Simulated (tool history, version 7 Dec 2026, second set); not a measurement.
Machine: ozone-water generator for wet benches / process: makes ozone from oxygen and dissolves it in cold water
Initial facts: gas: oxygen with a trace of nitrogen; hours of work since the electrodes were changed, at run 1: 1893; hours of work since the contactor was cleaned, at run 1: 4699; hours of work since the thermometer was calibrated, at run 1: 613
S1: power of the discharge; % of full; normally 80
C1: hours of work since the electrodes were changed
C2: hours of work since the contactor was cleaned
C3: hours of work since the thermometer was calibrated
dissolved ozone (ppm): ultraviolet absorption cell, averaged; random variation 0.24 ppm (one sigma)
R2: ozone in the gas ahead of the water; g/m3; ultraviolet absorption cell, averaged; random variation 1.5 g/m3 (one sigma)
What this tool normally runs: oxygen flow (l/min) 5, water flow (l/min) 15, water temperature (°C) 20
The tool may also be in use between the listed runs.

Run 1, hour 0: usual settings; C1 1893; C2 4699; C3 613. Result: dissolved ozone (ppm) 35.8, R2 280.4 g/m3.
Run 2, hour 49.9: usual settings; C1 1932; C2 4738; C3 652. Result: dissolved ozone (ppm) 35.8, R2 279 g/m3.
Run 3, hour 97.4: usual settings; C1 1970; C2 4776; C3 690. Result: dissolved ozone (ppm) 35.6, R2 275.8 g/m3.
Run 4, hour 159.9: usual settings; C1 2019; C2 4825; C3 739. Result: dissolved ozone (ppm) 34.9, R2 277.6 g/m3.
Run 5, hour 224.4: usual settings; C1 2070; C2 4876; C3 790. Result: dissolved ozone (ppm) 35.4, R2 278.8 g/m3.
Run 6, hour 300: usual settings; C1 2130; C2 4936; C3 850. Result: dissolved ozone (ppm) 35.3, R2 279.7 g/m3.
Run 7, hour 395.8: usual settings; C1 2206; C2 5012; C3 926. Result: dissolved ozone (ppm) 35.4, R2 280 g/m3.
Run 8, hour 465: usual settings; C1 2261; C2 5067; C3 981. Result: dissolved ozone (ppm) 35.7, R2 279.1 g/m3.
Run 9, hour 519: usual settings; C1 2304; C2 5110; C3 1024. Result: dissolved ozone (ppm) 35.2, R2 277.3 g/m3.
Run 10, hour 596.5: usual settings but water flow (l/min) 24; C1 2365; C2 5171; C3 1085. Result: dissolved ozone (ppm) 24.3, R2 278.7 g/m3.
Run 11, hour 667.9: usual settings but S1 51 % of full; C1 2421; C2 5227; C3 1141. Result: dissolved ozone (ppm) 27.8, R2 218.5 g/m3.
Run 12, hour 759.2: usual settings but S1 51 % of full; C1 2494; C2 5300; C3 1214. Result: dissolved ozone (ppm) 27.9, R2 218.6 g/m3.
Run 13, hour 811.4: usual settings but S1 51 % of full; C1 2535; C2 5341; C3 1255. Result: dissolved ozone (ppm) 27.7, R2 220 g/m3.
Run 14, hour 874.8: usual settings but S1 51 % of full; C1 2585; C2 5391; C3 1305. Result: dissolved ozone (ppm) 27.7, R2 219 g/m3.
Run 15, hour 962.5: usual settings but S1 51 % of full; C1 2655; C2 5461; C3 1375. Result: dissolved ozone (ppm) 28.2, R2 219.4 g/m3.
Run 16, hour 1020.8: usual settings but water flow (l/min) 19; C1 2701; C2 5507; C3 1421. Result: dissolved ozone (ppm) 29.3, R2 277.9 g/m3.
Run 17, hour 1121.8: usual settings but S1 91 % of full, water flow (l/min) 19, water temperature (°C) 25; C1 2781; C2 5587; C3 1501. Result: dissolved ozone (ppm) 29.3, R2 296.9 g/m3.
Run 18, hour 1187.9: usual settings but S1 49 % of full, oxygen flow (l/min) 3.2, water flow (l/min) 22, water temperature (°C) 18; C1 2833; C2 5639; C3 1553. Result: dissolved ozone (ppm) 19.7, R2 273.9 g/m3.
Run 19, hour 1299: usual settings but S1 49 % of full, oxygen flow (l/min) 3.2, water flow (l/min) 22, water temperature (°C) 18; C1 2921; C2 5727; C3 1641. Result: dissolved ozone (ppm) 19.7, R2 272.5 g/m3.
Run 20, hour 1357.5: usual settings but oxygen flow (l/min) 2.87, water temperature (°C) 22; C1 2967; C2 5773; C3 1687. Result: dissolved ozone (ppm) 34.2, R2 368.2 g/m3.
Run 21, hour 1453.9: usual settings but oxygen flow (l/min) 2.87, water temperature (°C) 22; C1 3044; C2 5850; C3 1764. Result: dissolved ozone (ppm) 34.1, R2 370.1 g/m3.
Run 22, hour 1536.8: usual settings but oxygen flow (l/min) 7.61, water temperature (°C) 25; C1 3109; C2 5915; C3 1829. Result: dissolved ozone (ppm) 30.9, R2 223.5 g/m3.
At hour 1646.6: contactor cleaned.
Run 23, hour 1649.7: usual settings but S1 95 % of full, water temperature (°C) 26; C1 3195; C2 2; C3 1915. Result: dissolved ozone (ppm) 34.8, R2 306.5 g/m3.
Run 24, hour 1738.4: usual settings but water flow (l/min) 10; C1 3266; C2 73; C3 1986. Result: dissolved ozone (ppm) 45.5, R2 276.4 g/m3.
Run 25, hour 1840: usual settings but water flow (l/min) 21; C1 3346; C2 153; C3 2066. Result: dissolved ozone (ppm) 27, R2 278.9 g/m3.
Run 26, hour 1907.6: usual settings but oxygen flow (l/min) 2.92, water flow (l/min) 21, water temperature (°C) 27; C1 3399; C2 207; C3 2119. Result: dissolved ozone (ppm) 23.8, R2 366.5 g/m3.
Run 27, hour 1978.6: usual settings but oxygen flow (l/min) 2.92, water flow (l/min) 21, water temperature (°C) 27; C1 3456; C2 263; C3 2176. Result: dissolved ozone (ppm) 23.8, R2 366.6 g/m3.
Run 28, hour 2063.9: usual settings but S1 63 % of full, oxygen flow (l/min) 2.78, water flow (l/min) 16, water temperature (°C) 21; C1 3523; C2 330; C3 2243. Result: dissolved ozone (ppm) 29.1, R2 328.9 g/m3.
Run 29, hour 2166.5: usual settings but S1 63 % of full, oxygen flow (l/min) 2.78, water flow (l/min) 16, water temperature (°C) 21; C1 3604; C2 411; C3 2324. Result: dissolved ozone (ppm) 28.8, R2 332.7 g/m3.
Run 30, hour 2234.5: usual settings but S1 55 % of full, water temperature (°C) 27; C1 3658; C2 465; C3 2378. Result: dissolved ozone (ppm) 25.7, R2 228.7 g/m3.
Run 31, hour 2338.4: usual settings but S1 55 % of full, water flow (l/min) 10, water temperature (°C) 27; C1 3740; C2 548; C3 2460. Result: dissolved ozone (ppm) 33.1, R2 226.2 g/m3.
Run 32, hour 2428.1: usual settings but S1 87 % of full, water flow (l/min) 12; C1 3811; C2 619; C3 2531. Result: dissolved ozone (ppm) 43.3, R2 288.8 g/m3.

Across each entry between runs, compare the hidden state at the last listed run before it with the hidden state at the first listed run after it:
After run 22, before run 23: contactor cleaned (hour 1646.6)
  contactor's efficiency, % of a clean one's: 99.8 -> 100
